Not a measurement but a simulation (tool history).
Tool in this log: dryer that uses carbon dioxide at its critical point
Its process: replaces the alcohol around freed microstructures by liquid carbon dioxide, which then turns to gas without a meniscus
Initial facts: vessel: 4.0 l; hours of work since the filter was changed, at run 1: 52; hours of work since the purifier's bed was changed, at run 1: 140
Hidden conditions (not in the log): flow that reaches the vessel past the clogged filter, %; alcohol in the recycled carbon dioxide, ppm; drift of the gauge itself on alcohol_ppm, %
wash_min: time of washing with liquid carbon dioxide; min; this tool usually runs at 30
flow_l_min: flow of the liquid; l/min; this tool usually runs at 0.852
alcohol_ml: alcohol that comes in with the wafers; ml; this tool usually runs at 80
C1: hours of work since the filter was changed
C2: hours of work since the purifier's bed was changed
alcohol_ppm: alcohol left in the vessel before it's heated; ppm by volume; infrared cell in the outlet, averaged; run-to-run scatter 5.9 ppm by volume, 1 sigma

Run 1, hour 0: usual settings; C1 52; C2 140. Result: alcohol_ppm 244 ppm by volume.
Run 2, hour 46.4: usual settings; C1 76; C2 163. Result: alcohol_ppm 242 ppm by volume.
Run 3, hour 91.9: usual settings; C1 98; C2 186. Result: alcohol_ppm 259 ppm by volume.
Run 4, hour 142.4: usual settings; C1 124; C2 211. Result: alcohol_ppm 258 ppm by volume.
Run 5, hour 169.6: usual settings but wash_min 37 min; C1 137; C2 225. Result: alcohol_ppm 113 ppm by volume.
Run 6, hour 202: usual settings but wash_min 37 min; C1 154; C2 241. Result: alcohol_ppm 112 ppm by volume.
Run 7, hour 231.8: usual settings but wash_min 37 min; C1 169; C2 256. Result: alcohol_ppm 113 ppm by volume.
Run 8, hour 265.1: usual settings but alcohol_ml 98 ml; C1 185; C2 273. Result: alcohol_ppm 364 ppm by volume.
At hour 294.1: inlet filter changed.
Run 9, hour 320.2: usual settings but alcohol_ml 24 ml; C1 13; C2 300. Result: alcohol_ppm 86 ppm by volume.
Run 10, hour 364.1: usual settings but alcohol_ml 24 ml; C1 35; C2 322. Result: alcohol_ppm 93 ppm by volume.
Run 11, hour 396: usual settings; C1 51; C2 338. Result: alcohol_ppm 256 ppm by volume.
Run 12, hour 445.4: usual settings but wash_min 23 min; C1 76; C2 363. Result: alcohol_ppm 689 ppm by volume.
Run 13, hour 483.2: usual settings but wash_min 23 min; C1 95; C2 382. Result: alcohol_ppm 682 ppm by volume.
Run 14, hour 519.1: usual settings but wash_min 23 min; C1 113; C2 400. Result: alcohol_ppm 705 ppm by volume.
Run 15, hour 572: usual settings but wash_min 23 min; C1 140; C2 426. Result: alcohol_ppm 777 ppm by volume.
Run 16, hour 614.6: usual settings but wash_min 23 min; C1 161; C2 448. Result: alcohol_ppm 746 ppm by volume.
Run 17, hour 648.1: usual settings but wash_min 23 min; C1 178; C2 465. Result: alcohol_ppm 800 ppm by volume.
At hour 691.7: inlet filter changed.
Run 18, hour 692.7: usual settings; C1 1; C2 487. Result: alcohol_ppm 230 ppm by volume.
Run 19, hour 723.5: usual settings; C1 16; C2 502. Result: alcohol_ppm 226 ppm by volume.
Run 20, hour 773.9: usual settings; C1 41; C2 527. Result: alcohol_ppm 243 ppm by volume.
Run 21, hour 822.5: usual settings but wash_min 26 min, flow_l_min 0.608 l/min, alcohol_ml 26 ml; C1 66; C2 552. Result: alcohol_ppm 428 ppm by volume.
Run 22, hour 872.9: usual settings but wash_min 31 min, alcohol_ml 71 ml; C1 91; C2 577. Result: alcohol_ppm 225 ppm by volume.
Run 23, hour 920.7: usual settings but wash_min 35 min, flow_l_min 0.78 l/min, alcohol_ml 94 ml; C1 115; C2 601. Result: alcohol_ppm 254 ppm by volume.
Run 24, hour 959.8: usual settings but wash_min 35 min, flow_l_min 0.78 l/min, alcohol_ml 94 ml; C1 135; C2 621. Result: alcohol_ppm 242 ppm by volume.
Run 25, hour 994.4: usual settings but wash_min 19 min, flow_l_min 1.092 l/min, alcohol_ml 46 ml; C1 152; C2 638. Result: alcohol_ppm 391 ppm by volume.
Run 26, hour 1017.2: usual settings but wash_min 24 min, flow_l_min 0.826 l/min, alcohol_ml 46 ml; C1 164; C2 650. Result: alcohol_ppm 437 ppm by volume.
Run 27, hour 1059.7: usual settings but wash_min 21 min, flow_l_min 0.532 l/min, alcohol_ml 78 ml; C1 185; C2 671. Result: alcohol_ppm 3084 ppm by volume.
At hour 1087.9: inlet filter changed.
Run 28, hour 1098.6: usual settings but wash_min 21 min, flow_l_min 0.532 l/min, alcohol_ml 78 ml; C1 5; C2 690. Result: alcohol_ppm 2792 ppm by volume.
Run 29, hour 1142.9: usual settings but flow_l_min 1.117 l/min; C1 28; C2 712. Result: alcohol_ppm 86 ppm by volume.
Run 30, hour 1177.4: usual settings but wash_min 20 min; C1 45; C2 730. Result: alcohol_ppm 1021 ppm by volume.
Run 31, hour 1226.3: usual settings but wash_min 20 min; C1 70; C2 754. Result: alcohol_ppm 1064 ppm by volume.
Run 32, hour 1251.7: usual settings but wash_min 20 min; C1 82; C2 767. Result: alcohol_ppm 1090 ppm by volume.
Run 33, hour 1298.3: usual settings but wash_min 20 min; C1 106; C2 790. Result: alcohol_ppm 1110 ppm by volume.
Run 34, hour 1339.6: usual settings but wash_min 44 min, flow_l_min 1.048 l/min, alcohol_ml 54 ml; C1 126; C2 811. Result: alcohol_ppm 45 ppm by volume.
Run 35, hour 1383.8: usual settings but wash_min 22 min, flow_l_min 1.259 l/min, alcohol_ml 60 ml; C1 149; C2 833. Result: alcohol_ppm 189 ppm by volume.
Run 36, hour 1430.3: usual settings but wash_min 31 min, flow_l_min 0.936 l/min, alcohol_ml 115 ml; C1 172; C2 857. Result: alcohol_ppm 270 ppm by volume.
At hour 1483.8: inlet filter changed.
Run 37, hour 1485.5: usual settings but wash_min 48 min, flow_l_min 0.936 l/min, alcohol_ml 115 ml; C1 1; C2 884. Result: alcohol_ppm 51 ppm by volume.
Run 38, hour 1512.1: usual settings but wash_min 48 min, flow_l_min 1.283 l/min, alcohol_ml 115 ml; C1 14; C2 897. Result: alcohol_ppm 38 ppm by volume.
Run 39, hour 1558.8: usual settings but wash_min 29 min, flow_l_min 1.445 l/min, alcohol_ml 107 ml; C1 38; C2 921. Result: alcohol_ppm 57 ppm by volume.

Forecast each of these 5 alternatives for the next run:
Run A, hour 1595.7: usual settings but wash_min 47 min, flow_l_min 0.737 l/min, alcohol_ml 41 ml; C1 56; C2 939. Result: alcohol_ppm ?.
Run B, hour 1595.7: usual settings but flow_l_min 1.297 l/min, alcohol_ml 87 ml; C1 56; C2 939. Result: alcohol_ppm ?.
Run C, hour 1595.7: usual settings but wash_min 19 min, flow_l_min 0.677 l/min, alcohol_ml 24 ml; C1 56; C2 939. Result: alcohol_ppm ?.
Run D, hour 1595.7: usual settings but wash_min 26 min; C1 56; C2 939. Result: alcohol_ppm ?.
Run E, hour 1595.7: usual settings but wash_min 34 min, flow_l_min 1.223 l/min, alcohol_ml 73 ml; C1 56; C2 939. Result: alcohol_ppm ?.

run  alcohol_ppm
  A           57
  B           62
  C          678
  D          446
  E           62
Had the tool no hidden state, the same runs would have come out as:
run  alcohol_ppm
  A           20
  B           24
  C          613
  D          379
  E           26

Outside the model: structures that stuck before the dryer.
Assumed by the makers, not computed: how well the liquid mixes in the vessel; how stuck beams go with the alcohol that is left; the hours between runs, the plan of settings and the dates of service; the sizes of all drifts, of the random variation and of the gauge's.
